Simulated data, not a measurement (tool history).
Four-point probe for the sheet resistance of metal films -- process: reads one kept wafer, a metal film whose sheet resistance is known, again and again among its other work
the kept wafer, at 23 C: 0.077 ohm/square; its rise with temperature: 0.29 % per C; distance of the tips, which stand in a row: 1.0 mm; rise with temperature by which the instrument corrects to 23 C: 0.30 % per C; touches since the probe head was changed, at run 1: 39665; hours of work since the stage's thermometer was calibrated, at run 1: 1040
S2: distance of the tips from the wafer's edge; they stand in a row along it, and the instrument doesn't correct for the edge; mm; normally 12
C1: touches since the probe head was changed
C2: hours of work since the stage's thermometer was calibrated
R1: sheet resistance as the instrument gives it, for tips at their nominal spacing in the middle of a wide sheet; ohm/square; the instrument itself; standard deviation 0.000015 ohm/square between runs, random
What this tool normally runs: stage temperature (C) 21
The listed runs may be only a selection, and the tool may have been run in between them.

{"run": 1, "hour": 0.0, "stage temperature (C)": 21, "S2": 12, "C1": 39665, "C2": 1040, "R1": 0.078042}
{"run": 2, "hour": 30.3, "stage temperature (C)": 21, "S2": 16, "C1": 40658, "C2": 1060, "R1": 0.077892}
{"run": 3, "hour": 57.4, "stage temperature (C)": 21, "S2": 16, "C1": 41547, "C2": 1078, "R1": 0.07794}
{"run": 4, "hour": 96.3, "stage temperature (C)": 21, "S2": 9, "C1": 42820, "C2": 1104, "R1": 0.078317}
{"run": 5, "hour": 149.6, "stage temperature (C)": 21, "S2": 12, "C1": 44566, "C2": 1140, "R1": 0.078091}
{"run": 6, "hour": 178.0, "stage temperature (C)": 21, "S2": 7, "C1": 45498, "C2": 1159, "R1": 0.078652}
{"run": 7, "hour": 216.6, "stage temperature (C)": 21, "S2": 7, "C1": 46762, "C2": 1184, "R1": 0.07868}
{"run": 8, "hour": 260.9, "stage temperature (C)": 21, "S2": 7, "C1": 48215, "C2": 1214, "R1": 0.078723}
{"run": 9, "hour": 319.5, "stage temperature (C)": 21, "S2": 37, "C1": 50133, "C2": 1253, "R1": 0.077912}
{"run": 10, "hour": 352.6, "stage temperature (C)": 21, "S2": 12, "C1": 51220, "C2": 1275, "R1": 0.078207}
{"run": 11, "hour": 382.7, "stage temperature (C)": 21, "S2": 12, "C1": 52204, "C2": 1295, "R1": 0.078209}
{"run": 12, "hour": 413.7, "stage temperature (C)": 21, "S2": 12, "C1": 53219, "C2": 1316, "R1": 0.078204}
{"run": 13, "hour": 455.5, "stage temperature (C)": 21, "S2": 12, "C1": 54589, "C2": 1344, "R1": 0.078241}
{"run": 14, "hour": 489.4, "stage temperature (C)": 22, "S2": 12, "C1": 55701, "C2": 1366, "R1": 0.078238}
{"run": 15, "hour": 528.9, "stage temperature (C)": 22, "S2": 12, "C1": 56994, "C2": 1392, "R1": 0.07825}
{"run": 16, "hour": 559.0, "stage temperature (C)": 21, "S2": 12, "C1": 57980, "C2": 1412, "R1": 0.078276}
{"run": 17, "hour": 602.6, "stage temperature (C)": 21, "S2": 12, "C1": 59410, "C2": 1442, "R1": 0.078302}
{"run": 18, "hour": 638.0, "stage temperature (C)": 21, "S2": 12, "C1": 60570, "C2": 1465, "R1": 0.078327}
{"run": 19, "hour": 685.9, "stage temperature (C)": 21, "S2": 12, "C1": 62140, "C2": 1497, "R1": 0.078304}
{"run": 20, "hour": 721.6, "stage temperature (C)": 21, "S2": 7, "C1": 63310, "C2": 1521, "R1": 0.078892}
{"run": 21, "hour": 785.0, "stage temperature (C)": 30, "S2": 7, "C1": 65388, "C2": 1563, "R1": 0.078831}
{"run": 22, "hour": 823.4, "stage temperature (C)": 30, "S2": 7, "C1": 66644, "C2": 1589, "R1": 0.078817}
{"run": 23, "hour": 867.7, "stage temperature (C)": 25, "S2": 3, "C1": 68097, "C2": 1618, "R1": 0.082465}
{"run": 24, "hour": 907.9, "stage temperature (C)": 32, "S2": 56, "C1": 69414, "C2": 1645, "R1": 0.07805}
{"run": 25, "hour": 946.8, "stage temperature (C)": 26, "S2": 33, "C1": 70688, "C2": 1671, "R1": 0.078163}
{"run": 26, "hour": 978.4, "stage temperature (C)": 32, "S2": 4, "C1": 71724, "C2": 1692, "R1": 0.080596}
{"run": 27, "hour": 1039.6, "stage temperature (C)": 21, "S2": 50, "C1": 73728, "C2": 1733, "R1": 0.078223}
{"run": 28, "hour": 1092.9, "stage temperature (C)": 18, "S2": 10, "C1": 75475, "C2": 1768, "R1": 0.078685}
{"run": 29, "hour": 1143.1, "stage temperature (C)": 18, "S2": 10, "C1": 77120, "C2": 1802, "R1": 0.078708}
{"hour": 1153.8, "done": "new probe head fitted"}
{"run": 30, "hour": 1192.4, "stage temperature (C)": 21, "S2": 20, "C1": 1266, "C2": 1834, "R1": 0.077408}
{"run": 31, "hour": 1243.2, "stage temperature (C)": 19, "S2": 61, "C1": 2931, "C2": 1868, "R1": 0.077349}
{"run": 32, "hour": 1276.3, "stage temperature (C)": 19, "S2": 61, "C1": 4014, "C2": 1890, "R1": 0.077387}
{"run": 33, "hour": 1302.1, "stage temperature (C)": 23, "S2": 4, "C1": 4859, "C2": 1907, "R1": 0.079852}
{"run": 34, "hour": 1345.1, "stage temperature (C)": 18, "S2": 3, "C1": 6270, "C2": 1936, "R1": 0.081746}
{"run": 35, "hour": 1386.7, "stage temperature (C)": 29, "S2": 8, "C1": 7632, "C2": 1963, "R1": 0.077952}
{"run": 36, "hour": 1433.3, "stage temperature (C)": 31, "S2": 10, "C1": 9159, "C2": 1995, "R1": 0.077728}
{"run": 37, "hour": 1465.7, "stage temperature (C)": 31, "S2": 10, "C1": 10220, "C2": 2016, "R1": 0.077744}
{"run": 38, "hour": 1499.0, "stage temperature (C)": 31, "S2": 10, "C1": 11310, "C2": 2038, "R1": 0.077753}
{"run": 39, "hour": 1544.5, "stage temperature (C)": 28, "S2": 4, "C1": 12802, "C2": 2069, "R1": 0.079905}
{"run": 40, "hour": 1604.8, "stage temperature (C)": 28, "S2": 4, "C1": 14780, "C2": 2109, "R1": 0.07995}
{"run": 41, "hour": 1638.0, "stage temperature (C)": 21, "S2": 32, "C1": 15866, "C2": 2131, "R1": 0.077522}
{"run": 42, "hour": 1700.4, "stage temperature (C)": 29, "S2": 67, "C1": 17912, "C2": 2173, "R1": 0.07749}

Below are 4 alternative next runs, each starting from the tool's condition after run 42. Predict each:
{"run": "A", "hour": 1727.9, "stage temperature (C)": 32, "S2": 7, "C1": 18812, "C2": 2191, "R1": "?"}
{"run": "B", "hour": 1727.9, "stage temperature (C)": 24, "S2": 47, "C1": 18812, "C2": 2191, "R1": "?"}
{"run": "C", "hour": 1727.9, "stage temperature (C)": 21, "S2": 4, "C1": 18812, "C2": 2191, "R1": "?"}
{"run": "D", "hour": 1727.9, "stage temperature (C)": 23, "S2": 28, "C1": 18812, "C2": 2191, "R1": "?"}

run=A R1=0.078292
run=B R1=0.077515
run=C R1=0.080073
run=D R1=0.077569
What these runs would have given with no unlogged condition in the tool:
run=A R1=0.077765
run=B R1=0.076991
run=C R1=0.079531
run=D R1=0.077043
